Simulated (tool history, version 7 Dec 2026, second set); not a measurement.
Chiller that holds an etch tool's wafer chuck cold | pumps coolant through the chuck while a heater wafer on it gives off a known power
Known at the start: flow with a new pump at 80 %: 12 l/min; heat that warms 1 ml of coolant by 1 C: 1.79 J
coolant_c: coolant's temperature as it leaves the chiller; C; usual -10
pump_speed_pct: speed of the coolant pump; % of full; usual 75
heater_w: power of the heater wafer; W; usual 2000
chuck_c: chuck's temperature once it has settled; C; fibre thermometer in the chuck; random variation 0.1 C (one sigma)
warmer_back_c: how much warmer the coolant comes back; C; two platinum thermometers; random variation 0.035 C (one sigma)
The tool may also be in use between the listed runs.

run	hour	coolant_c	pump_speed_pct	heater_w	chuck_c	warmer_back_c
1	0.0	-10	75	2000	4.9	6.07
2	85.1	-10	75	2000	5.1	5.96
3	146.7	-2	75	2000	12.9	5.98
4	258.7	-2	75	2000	13.2	6.04
5	318.4	-10	75	2000	5.3	6.05
6	401.3	-10	75	2000	5.0	6.05
7	517.0	-10	75	2000	5.0	6.04
8	622.5	-10	75	2000	5.0	5.96
9	724.8	-10	75	2000	5.0	6.08
10	808.5	-10	75	2000	5.1	6.02
11	941.5	-10	75	2000	4.8	5.97
12	1023.6	-10	75	2000	5.0	6.02
13	1092.0	-10	75	2000	5.2	5.99
14	1206.3	-9	75	2000	6.1	6.01
15	1296.9	0	91	2000	13.0	4.86
16	1371.6	-9	97	1597	1.1	3.57
17	1478.6	-18	64	2472	2.9	8.91
18	1534.9	-6	64	1517	6.7	5.46
19	1654.9	-6	64	1517	6.9	5.45
20	1796.1	-11	71	1007	-3.3	3.17
21	1920.6	-11	71	1007	-2.9	3.28
22	2042.9	-1	100	1084	5.7	2.36
23	2122.7	-1	100	1084	5.7	2.36
24	2190.5	-12	75	1139	-3.5	3.42
25	2279.3	-11	63	2707	11.9	9.94
26	2370.6	-11	63	2707	11.9	9.94
27	2461.9	-10	75	1525	1.5	4.59

Not shown: 1 entry that the log had between the listed runs. Between which runs, and how does the tool's hidden state differ before and after?
Between runs 19 and 20: coolant changed, channels flushed (hour 1679.6)
  heat passed by the chuck's channels, % of clean ones': 99.7 -> 100
